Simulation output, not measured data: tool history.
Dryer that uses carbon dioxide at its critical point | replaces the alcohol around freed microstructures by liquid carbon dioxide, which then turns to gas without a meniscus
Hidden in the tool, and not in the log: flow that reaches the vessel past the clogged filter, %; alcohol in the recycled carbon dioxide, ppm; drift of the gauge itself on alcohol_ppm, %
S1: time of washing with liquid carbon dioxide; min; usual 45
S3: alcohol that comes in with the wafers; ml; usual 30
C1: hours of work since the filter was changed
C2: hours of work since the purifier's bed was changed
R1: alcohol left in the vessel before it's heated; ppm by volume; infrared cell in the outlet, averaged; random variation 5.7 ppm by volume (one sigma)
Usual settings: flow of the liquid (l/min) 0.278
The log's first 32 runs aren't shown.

{"run": 33, "hour": 714.4, "S1": 36, "flow of the liquid (l/min)": 0.261, "S3": 40, "C1": 185, "C2": 882, "R1": 1087}
{"run": 34, "hour": 741.3, "S1": 39, "flow of the liquid (l/min)": 0.173, "S3": 109, "C1": 198, "C2": 895, "R1": 6153}
{"run": 35, "hour": 753.8, "S1": 44, "flow of the liquid (l/min)": 0.329, "S3": 114, "C1": 205, "C2": 901, "R1": 673}
{"run": 36, "hour": 765.9, "S1": 32, "flow of the liquid (l/min)": 0.305, "S3": 27, "C1": 211, "C2": 907, "R1": 751}
{"run": 37, "hour": 778.3, "S1": 32, "flow of the liquid (l/min)": 0.305, "S3": 27, "C1": 217, "C2": 914, "R1": 748}
{"run": 38, "hour": 797.1, "S1": 35, "flow of the liquid (l/min)": 0.242, "S3": 44, "C1": 226, "C2": 923, "R1": 1614}
{"run": 39, "hour": 825.5, "S1": 32, "flow of the liquid (l/min)": 0.278, "S3": 73, "C1": 240, "C2": 937, "R1": 2240}
{"run": 40, "hour": 841.5, "S1": 60, "flow of the liquid (l/min)": 0.332, "S3": 52, "C1": 248, "C2": 945, "R1": 252}
{"run": 41, "hour": 862.0, "S1": 60, "flow of the liquid (l/min)": 0.332, "S3": 52, "C1": 258, "C2": 955, "R1": 253}
{"run": 42, "hour": 880.8, "S1": 41, "flow of the liquid (l/min)": 0.267, "S3": 30, "C1": 267, "C2": 964, "R1": 656}
{"run": 43, "hour": 904.7, "S1": 66, "flow of the liquid (l/min)": 0.193, "S3": 30, "C1": 279, "C2": 976, "R1": 472}
{"run": 44, "hour": 924.8, "S1": 45, "flow of the liquid (l/min)": 0.278, "S3": 43, "C1": 289, "C2": 986, "R1": 607}
{"run": 45, "hour": 946.3, "S1": 45, "flow of the liquid (l/min)": 0.278, "S3": 43, "C1": 300, "C2": 997, "R1": 626}

Forecast each of these 4 alternatives for the next run:
{"run": "A", "hour": 970.6, "S1": 52, "flow of the liquid (l/min)": 0.204, "S3": 43, "C1": 312, "C2": 1009, "R1": "?"}
{"run": "B", "hour": 970.6, "S1": 36, "flow of the liquid (l/min)": 0.252, "S3": 28, "C1": 312, "C2": 1009, "R1": "?"}
{"run": "C", "hour": 970.6, "S1": 35, "flow of the liquid (l/min)": 0.278, "S3": 30, "C1": 312, "C2": 1009, "R1": "?"}
{"run": "D", "hour": 970.6, "S1": 45, "flow of the liquid (l/min)": 0.256, "S3": 33, "C1": 312, "C2": 1009, "R1": "?"}

run=A R1=979
run=B R1=1012
run=C R1=895
run=D R1=655
Without the tool's hidden state the same runs would have given:
run=A R1=514
run=B R1=570
run=C R1=478
run=D R1=288
